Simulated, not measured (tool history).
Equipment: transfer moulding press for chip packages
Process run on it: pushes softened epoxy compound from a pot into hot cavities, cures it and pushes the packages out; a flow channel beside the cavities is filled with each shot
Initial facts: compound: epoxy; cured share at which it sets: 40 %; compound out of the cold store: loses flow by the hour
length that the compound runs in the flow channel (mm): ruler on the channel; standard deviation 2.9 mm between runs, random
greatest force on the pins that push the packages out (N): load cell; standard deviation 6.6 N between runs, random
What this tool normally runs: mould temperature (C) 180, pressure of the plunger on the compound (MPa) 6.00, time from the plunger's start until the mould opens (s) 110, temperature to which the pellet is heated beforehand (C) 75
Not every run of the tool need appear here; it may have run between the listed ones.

| run | hour | mould temperature (C) | pressure of the plunger on the compound (MPa) | time from the plunger's start until the mould opens (s) | temperature to which the pellet is heated beforehand (C) | incoming compound's hours out of the cold store | length that the compound runs in the flow channel (mm) | greatest force on the pins that push the packages out (N) |
|---|---|---|---|---|---|---|---|---|
| 1 | 0.0 | 180 | 6.00 | 110 | 75 | 39.3 | 641 | 271 |
| 2 | 10.5 | 180 | 6.00 | 110 | 70 | 47.7 | 620 | 264 |
| 3 | 27.1 | 180 | 6.00 | 110 | 70 | 33.3 | 668 | 279 |
|  | 41.8 | cavities cleaned with cleaning compound and waxed |
| 4 | 47.3 | 180 | 4.67 | 110 | 75 | 12.5 | 660 | 275 |
| 5 | 66.7 | 180 | 4.67 | 110 | 75 | 17.7 | 636 | 283 |
| 6 | 87.1 | 180 | 6.00 | 110 | 75 | 47.2 | 619 | 272 |
|  | 96.6 | cavities cleaned with cleaning compound and waxed |
| 7 | 98.5 | 180 | 6.00 | 110 | 75 | 17.0 | 728 | 269 |
| 8 | 113.1 | 180 | 6.00 | 110 | 75 | 16.9 | 729 | 261 |
| 9 | 134.6 | 180 | 6.00 | 110 | 75 | 14.0 | 745 | 274 |
|  | 151.6 | cavities cleaned with cleaning compound and waxed |
| 10 | 152.9 | 180 | 4.62 | 110 | 75 | 41.0 | 561 | 272 |
| 11 | 172.8 | 180 | 4.62 | 110 | 75 | 43.8 | 554 | 266 |
| 12 | 193.2 | 180 | 6.00 | 110 | 75 | 21.1 | 710 | 279 |
|  | 207.0 | cavities cleaned with cleaning compound and waxed |
| 13 | 209.7 | 180 | 5.04 | 110 | 75 | 30.1 | 617 | 257 |
| 14 | 221.0 | 180 | 5.04 | 110 | 75 | 27.9 | 632 | 282 |
| 15 | 238.5 | 174 | 5.04 | 110 | 66 | 39.5 | 610 | 334 |
| 16 | 254.1 | 180 | 6.76 | 113 | 75 | 10.8 | 806 | 255 |
|  | 261.1 | cavities cleaned with cleaning compound and waxed |
| 17 | 276.0 | 172 | 4.82 | 123 | 77 | 8.6 | 714 | 350 |
| 18 | 291.6 | 172 | 4.82 | 123 | 77 | 9.1 | 708 | 335 |
| 19 | 308.7 | 188 | 6.52 | 141 | 76 | 11.3 | 758 | 239 |
|  | 315.6 | cavities cleaned with cleaning compound and waxed |
| 20 | 328.9 | 185 | 6.52 | 114 | 76 | 44.6 | 636 | 248 |
| 21 | 339.3 | 183 | 5.72 | 93 | 79 | 43.1 | 614 | 284 |
|  | 345.1 | plunger's sealing rings changed |
| 22 | 361.4 | 182 | 5.72 | 93 | 67 | 18.6 | 701 | 320 |
|  | 373.0 | cavities cleaned with cleaning compound and waxed |
| 23 | 384.1 | 180 | 6.07 | 96 | 80 | 21.2 | 719 | 313 |
| 24 | 400.8 | 180 | 6.00 | 117 | 76 | 36.3 | 657 | 267 |
| 25 | 417.7 | 180 | 6.00 | 117 | 76 | 15.3 | 734 | 258 |
|  | 428.1 | cavities cleaned with cleaning compound and waxed |
| 26 | 429.4 | 173 | 6.83 | 116 | 75 | 14.5 | 812 | 344 |
| 27 | 447.0 | 186 | 5.71 | 110 | 75 | 29.0 | 652 | 242 |

Here are 3 independent what-if runs from the current tool condition. What would each one return?
| A | 460.9 | 184 | 5.71 | 110 | 75 | 46.5 | ? | ? |
| B | 460.9 | 182 | 5.71 | 129 | 75 | 15.2 | ? | ? |
| C | 460.9 | 186 | 5.81 | 110 | 75 | 30.7 | ? | ? |

| run | length that the compound runs in the flow channel (mm) | greatest force on the pins that push the packages out (N) |
|---|---|---|
| A | 596 | 248 |
| B | 708 | 261 |
| C | 654 | 257 |
What these runs would have given with no unlogged condition in the tool:
| run | length that the compound runs in the flow channel (mm) | greatest force on the pins that push the packages out (N) |
|---|---|---|
| A | 596 | 247 |
| B | 708 | 259 |
| C | 655 | 256 |
